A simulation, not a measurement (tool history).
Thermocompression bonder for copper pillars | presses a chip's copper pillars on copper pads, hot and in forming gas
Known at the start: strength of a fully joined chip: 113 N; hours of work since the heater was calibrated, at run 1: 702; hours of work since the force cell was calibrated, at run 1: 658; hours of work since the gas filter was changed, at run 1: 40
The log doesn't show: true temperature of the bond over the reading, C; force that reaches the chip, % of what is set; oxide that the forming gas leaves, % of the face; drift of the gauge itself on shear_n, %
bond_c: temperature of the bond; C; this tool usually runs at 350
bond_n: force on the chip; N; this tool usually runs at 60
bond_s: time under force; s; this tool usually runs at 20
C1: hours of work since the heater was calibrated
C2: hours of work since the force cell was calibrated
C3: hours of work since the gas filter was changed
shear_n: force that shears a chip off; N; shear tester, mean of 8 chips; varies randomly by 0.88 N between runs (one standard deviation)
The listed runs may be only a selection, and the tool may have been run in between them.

{"run": 1, "hour": 0.0, "bond_c": 350, "bond_n": 60, "bond_s": 20, "C1": 702, "C2": 658, "C3": 40, "shear_n": 74.4}
{"run": 2, "hour": 35.7, "bond_c": 372, "bond_n": 60, "bond_s": 20, "C1": 717, "C2": 673, "C3": 55, "shear_n": 81.3}
{"run": 3, "hour": 83.7, "bond_c": 372, "bond_n": 60, "bond_s": 20, "C1": 737, "C2": 693, "C3": 75, "shear_n": 80.3}
{"run": 4, "hour": 148.0, "bond_c": 372, "bond_n": 60, "bond_s": 20, "C1": 764, "C2": 720, "C3": 102, "shear_n": 79.7}
{"run": 5, "hour": 213.4, "bond_c": 356, "bond_n": 60, "bond_s": 20, "C1": 791, "C2": 748, "C3": 130, "shear_n": 74.1}
{"run": 6, "hour": 255.9, "bond_c": 356, "bond_n": 60, "bond_s": 20, "C1": 809, "C2": 766, "C3": 148, "shear_n": 76.6}
{"run": 7, "hour": 300.9, "bond_c": 350, "bond_n": 60, "bond_s": 20, "C1": 828, "C2": 785, "C3": 167, "shear_n": 73.2}
{"hour": 329.3, "done": "forming gas filter changed"}
{"hour": 341.3, "done": "heater calibrated with a thermocouple chip"}
{"run": 8, "hour": 347.2, "bond_c": 350, "bond_n": 60, "bond_s": 20, "C1": 3, "C2": 803, "C3": 7, "shear_n": 72}
{"run": 9, "hour": 386.2, "bond_c": 350, "bond_n": 51, "bond_s": 20, "C1": 19, "C2": 819, "C3": 23, "shear_n": 67.1}
{"run": 10, "hour": 431.6, "bond_c": 359, "bond_n": 60, "bond_s": 20, "C1": 38, "C2": 839, "C3": 42, "shear_n": 76.5}
{"run": 11, "hour": 493.7, "bond_c": 359, "bond_n": 60, "bond_s": 11, "C1": 64, "C2": 865, "C3": 68, "shear_n": 63.7}
{"run": 12, "hour": 534.3, "bond_c": 359, "bond_n": 60, "bond_s": 11, "C1": 81, "C2": 882, "C3": 85, "shear_n": 64}
{"run": 13, "hour": 579.0, "bond_c": 321, "bond_n": 60, "bond_s": 20, "C1": 100, "C2": 901, "C3": 104, "shear_n": 61}
{"run": 14, "hour": 629.1, "bond_c": 350, "bond_n": 60, "bond_s": 12, "C1": 121, "C2": 922, "C3": 125, "shear_n": 62}
{"run": 15, "hour": 686.4, "bond_c": 350, "bond_n": 60, "bond_s": 16, "C1": 145, "C2": 946, "C3": 149, "shear_n": 68.4}
{"run": 16, "hour": 741.7, "bond_c": 350, "bond_n": 58, "bond_s": 20, "C1": 168, "C2": 969, "C3": 173, "shear_n": 72.3}
{"hour": 756.0, "done": "forming gas filter changed"}
{"run": 17, "hour": 777.4, "bond_c": 350, "bond_n": 58, "bond_s": 20, "C1": 183, "C2": 984, "C3": 9, "shear_n": 71.8}
{"run": 18, "hour": 808.9, "bond_c": 350, "bond_n": 58, "bond_s": 41, "C1": 196, "C2": 997, "C3": 22, "shear_n": 84.3}
{"run": 19, "hour": 845.6, "bond_c": 329, "bond_n": 60, "bond_s": 20, "C1": 212, "C2": 1012, "C3": 38, "shear_n": 65}
{"run": 20, "hour": 887.2, "bond_c": 350, "bond_n": 60, "bond_s": 11, "C1": 229, "C2": 1030, "C3": 55, "shear_n": 60.3}
{"run": 21, "hour": 918.8, "bond_c": 350, "bond_n": 60, "bond_s": 39, "C1": 243, "C2": 1043, "C3": 68, "shear_n": 85.4}
{"run": 22, "hour": 987.2, "bond_c": 371, "bond_n": 51, "bond_s": 43, "C1": 271, "C2": 1072, "C3": 97, "shear_n": 90.4}
{"run": 23, "hour": 1049.6, "bond_c": 350, "bond_n": 60, "bond_s": 30, "C1": 298, "C2": 1098, "C3": 123, "shear_n": 79.9}
{"run": 24, "hour": 1081.8, "bond_c": 321, "bond_n": 63, "bond_s": 20, "C1": 311, "C2": 1112, "C3": 137, "shear_n": 63.1}
{"run": 25, "hour": 1124.5, "bond_c": 378, "bond_n": 63, "bond_s": 15, "C1": 329, "C2": 1130, "C3": 155, "shear_n": 78.7}
{"run": 26, "hour": 1154.9, "bond_c": 350, "bond_n": 68, "bond_s": 20, "C1": 342, "C2": 1142, "C3": 168, "shear_n": 76.3}
{"hour": 1177.9, "done": "forming gas filter changed"}
{"run": 27, "hour": 1220.6, "bond_c": 350, "bond_n": 68, "bond_s": 20, "C1": 369, "C2": 1170, "C3": 18, "shear_n": 77.5}
{"run": 28, "hour": 1287.2, "bond_c": 350, "bond_n": 68, "bond_s": 20, "C1": 397, "C2": 1198, "C3": 46, "shear_n": 75.1}
{"run": 29, "hour": 1341.7, "bond_c": 356, "bond_n": 68, "bond_s": 20, "C1": 420, "C2": 1221, "C3": 69, "shear_n": 78.5}
{"run": 30, "hour": 1390.6, "bond_c": 356, "bond_n": 68, "bond_s": 20, "C1": 441, "C2": 1241, "C3": 89, "shear_n": 78}
{"run": 31, "hour": 1457.9, "bond_c": 379, "bond_n": 74, "bond_s": 40, "C1": 469, "C2": 1270, "C3": 118, "shear_n": 99.3}
{"run": 32, "hour": 1509.9, "bond_c": 379, "bond_n": 74, "bond_s": 40, "C1": 491, "C2": 1292, "C3": 140, "shear_n": 101.2}
{"run": 33, "hour": 1550.9, "bond_c": 350, "bond_n": 79, "bond_s": 20, "C1": 508, "C2": 1309, "C3": 157, "shear_n": 79.2}
{"run": 34, "hour": 1580.5, "bond_c": 336, "bond_n": 60, "bond_s": 20, "C1": 521, "C2": 1321, "C3": 169, "shear_n": 64.9}
{"hour": 1600.4, "done": "forming gas filter changed"}
{"run": 35, "hour": 1612.3, "bond_c": 352, "bond_n": 51, "bond_s": 24, "C1": 534, "C2": 1334, "C3": 5, "shear_n": 73}
{"run": 36, "hour": 1643.2, "bond_c": 352, "bond_n": 51, "bond_s": 24, "C1": 547, "C2": 1347, "C3": 18, "shear_n": 73.1}
{"run": 37, "hour": 1674.2, "bond_c": 350, "bond_n": 76, "bond_s": 14, "C1": 560, "C2": 1360, "C3": 31, "shear_n": 74.3}
{"run": 38, "hour": 1723.8, "bond_c": 329, "bond_n": 56, "bond_s": 17, "C1": 581, "C2": 1381, "C3": 52, "shear_n": 59}
{"run": 39, "hour": 1791.5, "bond_c": 336, "bond_n": 73, "bond_s": 40, "C1": 609, "C2": 1410, "C3": 80, "shear_n": 86.1}
{"run": 40, "hour": 1857.5, "bond_c": 345, "bond_n": 60, "bond_s": 20, "C1": 637, "C2": 1437, "C3": 108, "shear_n": 72.1}
{"run": 41, "hour": 1917.1, "bond_c": 321, "bond_n": 52, "bond_s": 17, "C1": 662, "C2": 1463, "C3": 133, "shear_n": 54.7}

Hidden condition of the tool, last listed run before each entry between runs versus first listed run after:
After run 7, before run 8: forming gas filter changed (hour 329.3); heater calibrated with a thermocouple chip (hour 341.3)
  true temperature of the bond over the reading, C: 0.9 -> 0; oxide that the forming gas leaves, % of the face: 1.01 -> 0.53
After run 16, before run 17: forming gas filter changed (hour 756)
  oxide that the forming gas leaves, % of the face: 1.02 -> 0.53
After run 26, before run 27: forming gas filter changed (hour 1177.9)
  oxide that the forming gas leaves, % of the face: 1.01 -> 0.56
After run 34, before run 35: forming gas filter changed (hour 1600.4)
  oxide that the forming gas leaves, % of the face: 1.02 -> 0.54
